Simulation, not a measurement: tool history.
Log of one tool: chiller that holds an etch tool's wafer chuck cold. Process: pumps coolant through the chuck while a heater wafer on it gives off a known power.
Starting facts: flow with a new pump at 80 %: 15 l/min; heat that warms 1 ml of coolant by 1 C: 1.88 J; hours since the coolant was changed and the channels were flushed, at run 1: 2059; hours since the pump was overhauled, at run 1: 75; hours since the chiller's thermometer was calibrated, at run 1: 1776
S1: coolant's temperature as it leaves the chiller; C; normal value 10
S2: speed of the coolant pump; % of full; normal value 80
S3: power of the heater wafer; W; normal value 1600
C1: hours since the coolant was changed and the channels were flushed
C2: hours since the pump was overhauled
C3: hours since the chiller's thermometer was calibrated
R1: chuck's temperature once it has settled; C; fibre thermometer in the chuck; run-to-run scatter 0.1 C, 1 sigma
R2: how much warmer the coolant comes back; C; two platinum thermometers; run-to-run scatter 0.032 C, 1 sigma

Run 1, hour 0.0: usual settings; C1 2059; C2 75; C3 1776. Result: R1 21.2 C, R2 3.44 C.
Run 2, hour 187.3: usual settings; C1 2246; C2 262; C3 1963. Result: R1 21.3 C, R2 3.45 C.
Run 3, hour 280.6: usual settings; C1 2340; C2 355; C3 2056. Result: R1 21.6 C, R2 3.45 C.
Run 4, hour 431.2: usual settings; C1 2490; C2 506; C3 2207. Result: R1 21.8 C, R2 3.50 C.
Run 5, hour 580.7: usual settings but S1 12 C; C1 2640; C2 655; C3 2356. Result: R1 23.8 C, R2 3.39 C.
Run 6, hour 718.9: usual settings but S1 15 C; C1 2778; C2 794; C3 2495. Result: R1 27.1 C, R2 3.53 C.
Run 7, hour 894.6: usual settings but S1 8 C; C1 2954; C2 969; C3 2670. Result: R1 20.2 C, R2 3.55 C.
Run 8, hour 1052.5: usual settings but S1 8 C; C1 3112; C2 1127; C3 2828. Result: R1 20.3 C, R2 3.53 C.
Run 9, hour 1192.6: usual settings but S1 8 C; C1 3252; C2 1267; C3 2968. Result: R1 20.7 C, R2 3.57 C.
Run 10, hour 1335.3: usual settings but S2 64 % of full; C1 3395; C2 1410; C3 3111. Result: R1 24.9 C, R2 4.50 C.
At hour 1350.0: chiller's thermometer calibrated.
Run 11, hour 1460.7: usual settings but S2 64 % of full; C1 3519; C2 1534; C3 111. Result: R1 25.4 C, R2 4.51 C.
Run 12, hour 1645.0: usual settings; C1 3703; C2 1719; C3 295. Result: R1 23.2 C, R2 3.59 C.
At hour 1766.5: chiller's thermometer calibrated, once more.
Run 13, hour 1833.8: usual settings but S2 77 % of full; C1 3891; C2 1907; C3 67. Result: R1 23.4 C, R2 3.78 C.
Run 14, hour 1953.6: usual settings but S2 77 % of full; C1 4011; C2 2026; C3 187. Result: R1 23.4 C, R2 3.76 C.
At hour 2086.6: coolant changed, channels flushed.
Run 15, hour 2105.7: usual settings but S2 97 % of full; C1 19; C2 2172; C3 333. Result: R1 18.8 C, R2 3.05 C.
Run 16, hour 2252.3: usual settings but S2 97 % of full; C1 166; C2 2319; C3 480. Result: R1 18.9 C, R2 3.01 C.
Run 17, hour 2416.1: usual settings but S1 18 C, S2 97 % of full, S3 1888 W; C1 330; C2 2483; C3 644. Result: R1 28.8 C, R2 3.56 C.
Run 18, hour 2575.5: usual settings but S1 16 C, S2 84 % of full, S3 1888 W; C1 489; C2 2642; C3 803. Result: R1 28.2 C, R2 4.14 C.
Run 19, hour 2740.5: usual settings but S1 17 C, S2 78 % of full, S3 2271 W; C1 654; C2 2807; C3 968. Result: R1 32.6 C, R2 5.46 C.
Run 20, hour 2855.9: usual settings but S2 64 % of full, S3 1964 W; C1 769; C2 2923; C3 1083. Result: R1 25.8 C, R2 5.81 C.
Run 21, hour 2983.6: usual settings but S1 2 C, S2 69 % of full; C1 897; C2 3050; C3 1211. Result: R1 14.5 C, R2 4.45 C.
Run 22, hour 3105.0: usual settings but S2 69 % of full; C1 1018; C2 3172; C3 1333. Result: R1 22.8 C, R2 4.39 C.
Run 23, hour 3230.0: usual settings but S2 81 % of full, S3 1232 W; C1 1143; C2 3297; C3 1458. Result: R1 18.8 C, R2 2.86 C.
Run 24, hour 3412.6: usual settings but S2 81 % of full, S3 1232 W; C1 1326; C2 3479; C3 1640. Result: R1 18.8 C, R2 2.88 C.

Consider 3 possible next runs. They are alternatives, not a sequence: every one starts from the tool as it was left by run 24. What does each give?
Run A, hour 3613.3: usual settings but S1 7 C, S2 81 % of full, S3 1121 W; C1 1527; C2 3680; C3 1841. Result: R1 ?, R2 ?.
Run B, hour 3613.3: usual settings but S1 20 C, S3 2063 W; C1 1527; C2 3680; C3 1841. Result: R1 ?, R2 ?.
Run C, hour 3613.3: usual settings but S1 2 C, S3 1687 W; C1 1527; C2 3680; C3 1841. Result: R1 ?, R2 ?.

run    R1    R2
  A  15.2  2.66
  B  35.2  4.98
  C  14.4  4.08
Stripped of hidden state, with their random variation kept, the same runs would have yielded:
run    R1    R2
  A  13.6  2.35
  B  32.4  4.40
  C  12.1  3.61

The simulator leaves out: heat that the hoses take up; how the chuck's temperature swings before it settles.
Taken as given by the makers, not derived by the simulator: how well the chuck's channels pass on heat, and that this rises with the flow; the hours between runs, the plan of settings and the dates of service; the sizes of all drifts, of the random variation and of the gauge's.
